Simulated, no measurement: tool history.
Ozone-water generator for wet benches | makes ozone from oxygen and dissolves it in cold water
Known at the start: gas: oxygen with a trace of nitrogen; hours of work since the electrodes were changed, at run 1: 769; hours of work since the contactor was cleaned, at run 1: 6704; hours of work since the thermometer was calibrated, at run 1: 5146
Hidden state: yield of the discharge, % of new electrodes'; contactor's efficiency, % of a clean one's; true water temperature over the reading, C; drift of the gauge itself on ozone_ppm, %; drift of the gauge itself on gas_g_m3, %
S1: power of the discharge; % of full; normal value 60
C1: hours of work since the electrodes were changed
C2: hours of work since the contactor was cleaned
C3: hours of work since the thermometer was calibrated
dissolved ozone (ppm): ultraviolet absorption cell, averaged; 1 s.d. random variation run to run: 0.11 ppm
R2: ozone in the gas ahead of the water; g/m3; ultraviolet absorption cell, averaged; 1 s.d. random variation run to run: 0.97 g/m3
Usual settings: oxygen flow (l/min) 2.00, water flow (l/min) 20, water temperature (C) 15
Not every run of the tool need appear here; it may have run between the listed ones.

run 1 hour=0.0 | S1=60 oxygen_flow_(l/min)=2.00 water_flow_(l/min)=20 water_temperature_(C)=15 | C1=769 C2=6704 C3=5146 | dissolved_ozone_(ppm)=7.8 R2=167.4
run 2 hour=47.3 | S1=60 oxygen_flow_(l/min)=2.00 water_flow_(l/min)=20 water_temperature_(C)=15 | C1=805 C2=6740 C3=5182 | dissolved_ozone_(ppm)=7.8 R2=167.0
run 3 hour=106.7 | S1=60 oxygen_flow_(l/min)=2.00 water_flow_(l/min)=20 water_temperature_(C)=15 | C1=851 C2=6786 C3=5228 | dissolved_ozone_(ppm)=7.5 R2=166.2
run 4 hour=140.1 | S1=60 oxygen_flow_(l/min)=2.00 water_flow_(l/min)=20 water_temperature_(C)=15 | C1=876 C2=6811 C3=5253 | dissolved_ozone_(ppm)=7.5 R2=167.9
run 5 hour=180.1 | S1=60 oxygen_flow_(l/min)=2.00 water_flow_(l/min)=20 water_temperature_(C)=15 | C1=907 C2=6842 C3=5284 | dissolved_ozone_(ppm)=7.7 R2=168.7
run 6 hour=238.0 | S1=60 oxygen_flow_(l/min)=2.00 water_flow_(l/min)=20 water_temperature_(C)=15 | C1=951 C2=6886 C3=5328 | dissolved_ozone_(ppm)=7.6 R2=168.5
run 7 hour=286.6 | S1=60 oxygen_flow_(l/min)=2.00 water_flow_(l/min)=20 water_temperature_(C)=15 | C1=989 C2=6924 C3=5366 | dissolved_ozone_(ppm)=7.9 R2=166.3
run 8 hour=349.0 | S1=60 oxygen_flow_(l/min)=2.00 water_flow_(l/min)=20 water_temperature_(C)=15 | C1=1036 C2=6971 C3=5413 | dissolved_ozone_(ppm)=8.0 R2=169.4
run 9 hour=393.4 | S1=60 oxygen_flow_(l/min)=2.00 water_flow_(l/min)=20 water_temperature_(C)=15 | C1=1070 C2=7005 C3=5447 | dissolved_ozone_(ppm)=7.8 R2=168.4
run 10 hour=459.3 | S1=60 oxygen_flow_(l/min)=2.00 water_flow_(l/min)=20 water_temperature_(C)=15 | C1=1121 C2=7056 C3=5498 | dissolved_ozone_(ppm)=7.8 R2=170.2
run 11 hour=531.6 | S1=60 oxygen_flow_(l/min)=2.00 water_flow_(l/min)=26 water_temperature_(C)=15 | C1=1176 C2=7111 C3=5553 | dissolved_ozone_(ppm)=5.7 R2=168.1
-- hour=552.8 water thermometer calibrated
run 12 hour=561.4 | S1=60 oxygen_flow_(l/min)=2.00 water_flow_(l/min)=25 water_temperature_(C)=15 | C1=1198 C2=7134 C3=7 | dissolved_ozone_(ppm)=6.2 R2=170.7
run 13 hour=602.1 | S1=60 oxygen_flow_(l/min)=2.00 water_flow_(l/min)=28 water_temperature_(C)=15 | C1=1230 C2=7165 C3=38 | dissolved_ozone_(ppm)=5.1 R2=168.1
run 14 hour=658.2 | S1=60 oxygen_flow_(l/min)=2.00 water_flow_(l/min)=28 water_temperature_(C)=15 | C1=1273 C2=7208 C3=81 | dissolved_ozone_(ppm)=5.3 R2=167.0
run 15 hour=688.0 | S1=68 oxygen_flow_(l/min)=2.00 water_flow_(l/min)=20 water_temperature_(C)=15 | C1=1295 C2=7230 C3=104 | dissolved_ozone_(ppm)=8.1 R2=182.1
run 16 hour=729.3 | S1=60 oxygen_flow_(l/min)=2.00 water_flow_(l/min)=20 water_temperature_(C)=15 | C1=1327 C2=7262 C3=135 | dissolved_ozone_(ppm)=7.6 R2=170.4
run 17 hour=801.4 | S1=60 oxygen_flow_(l/min)=1.65 water_flow_(l/min)=23 water_temperature_(C)=15 | C1=1382 C2=7317 C3=190 | dissolved_ozone_(ppm)=6.2 R2=183.8
run 18 hour=857.1 | S1=60 oxygen_flow_(l/min)=1.65 water_flow_(l/min)=23 water_temperature_(C)=15 | C1=1425 C2=7360 C3=233 | dissolved_ozone_(ppm)=6.0 R2=183.9
run 19 hour=890.5 | S1=41 oxygen_flow_(l/min)=1.71 water_flow_(l/min)=29 water_temperature_(C)=9 | C1=1450 C2=7385 C3=259 | dissolved_ozone_(ppm)=3.7 R2=146.7
run 20 hour=932.5 | S1=41 oxygen_flow_(l/min)=1.07 water_flow_(l/min)=25 water_temperature_(C)=22 | C1=1483 C2=7418 C3=291 | dissolved_ozone_(ppm)=3.5 R2=180.2
run 21 hour=987.1 | S1=60 oxygen_flow_(l/min)=2.00 water_flow_(l/min)=20 water_temperature_(C)=8 | C1=1524 C2=7460 C3=333 | dissolved_ozone_(ppm)=7.9 R2=169.1
run 22 hour=1051.4 | S1=71 oxygen_flow_(l/min)=1.83 water_flow_(l/min)=22 water_temperature_(C)=14 | C1=1574 C2=7509 C3=382 | dissolved_ozone_(ppm)=7.1 R2=194.0
run 23 hour=1091.3 | S1=71 oxygen_flow_(l/min)=1.83 water_flow_(l/min)=22 water_temperature_(C)=14 | C1=1604 C2=7539 C3=412 | dissolved_ozone_(ppm)=7.3 R2=194.3
run 24 hour=1120.7 | S1=60 oxygen_flow_(l/min)=2.34 water_flow_(l/min)=20 water_temperature_(C)=15 | C1=1627 C2=7562 C3=435 | dissolved_ozone_(ppm)=8.0 R2=159.0
run 25 hour=1180.4 | S1=51 oxygen_flow_(l/min)=2.83 water_flow_(l/min)=20 water_temperature_(C)=15 | C1=1672 C2=7607 C3=481 | dissolved_ozone_(ppm)=8.1 R2=135.0
run 26 hour=1228.5 | S1=67 oxygen_flow_(l/min)=2.83 water_flow_(l/min)=27 water_temperature_(C)=15 | C1=1709 C2=7644 C3=517 | dissolved_ozone_(ppm)=6.6 R2=157.9
run 27 hour=1296.3 | S1=60 oxygen_flow_(l/min)=2.00 water_flow_(l/min)=27 water_temperature_(C)=15 | C1=1761 C2=7696 C3=569 | dissolved_ozone_(ppm)=5.6 R2=171.7
run 28 hour=1332.2 | S1=54 oxygen_flow_(l/min)=2.00 water_flow_(l/min)=30 water_temperature_(C)=19 | C1=1789 C2=7724 C3=597 | dissolved_ozone_(ppm)=4.3 R2=159.9
run 29 hour=1388.1 | S1=46 oxygen_flow_(l/min)=3.11 water_flow_(l/min)=24 water_temperature_(C)=17 | C1=1831 C2=7766 C3=640 | dissolved_ozone_(ppm)=6.0 R2=125.2
run 30 hour=1452.2 | S1=46 oxygen_flow_(l/min)=3.11 water_flow_(l/min)=24 water_temperature_(C)=17 | C1=1881 C2=7816 C3=689 | dissolved_ozone_(ppm)=6.0 R2=122.6
run 31 hour=1482.9 | S1=46 oxygen_flow_(l/min)=3.11 water_flow_(l/min)=24 water_temperature_(C)=17 | C1=1904 C2=7839 C3=712 | dissolved_ozone_(ppm)=6.1 R2=124.7
run 32 hour=1524.8 | S1=46 oxygen_flow_(l/min)=3.11 water_flow_(l/min)=24 water_temperature_(C)=17 | C1=1936 C2=7871 C3=744 | dissolved_ozone_(ppm)=6.3 R2=124.2

Consider 4 possible next runs. They are alternatives, not a sequence: every one starts from the tool as it was left by run 32. What does each give?
run A hour=1575.4 | S1=48 oxygen_flow_(l/min)=1.52 water_flow_(l/min)=24 water_temperature_(C)=15 | C1=1975 C2=7910 C3=783 | dissolved_ozone_(ppm)=? R2=?
run B hour=1575.4 | S1=46 oxygen_flow_(l/min)=3.11 water_flow_(l/min)=24 water_temperature_(C)=11 | C1=1975 C2=7910 C3=783 | dissolved_ozone_(ppm)=? R2=?
run C hour=1575.4 | S1=41 oxygen_flow_(l/min)=3.11 water_flow_(l/min)=24 water_temperature_(C)=17 | C1=1975 C2=7910 C3=783 | dissolved_ozone_(ppm)=? R2=?
run D hour=1575.4 | S1=76 oxygen_flow_(l/min)=1.58 water_flow_(l/min)=24 water_temperature_(C)=15 | C1=1975 C2=7910 C3=783 | dissolved_ozone_(ppm)=? R2=?

run=A dissolved_ozone_(ppm)=4.9 R2=171.9
run=B dissolved_ozone_(ppm)=6.5 R2=124.8
run=C dissolved_ozone_(ppm)=5.7 R2=116.1
run=D dissolved_ozone_(ppm)=6.4 R2=212.3
Stripped of hidden state, with their random variation kept, the same runs would have yielded:
run=A dissolved_ozone_(ppm)=4.9 R2=167.4
run=B dissolved_ozone_(ppm)=6.5 R2=121.6
run=C dissolved_ozone_(ppm)=5.7 R2=113.1
run=D dissolved_ozone_(ppm)=6.4 R2=206.7
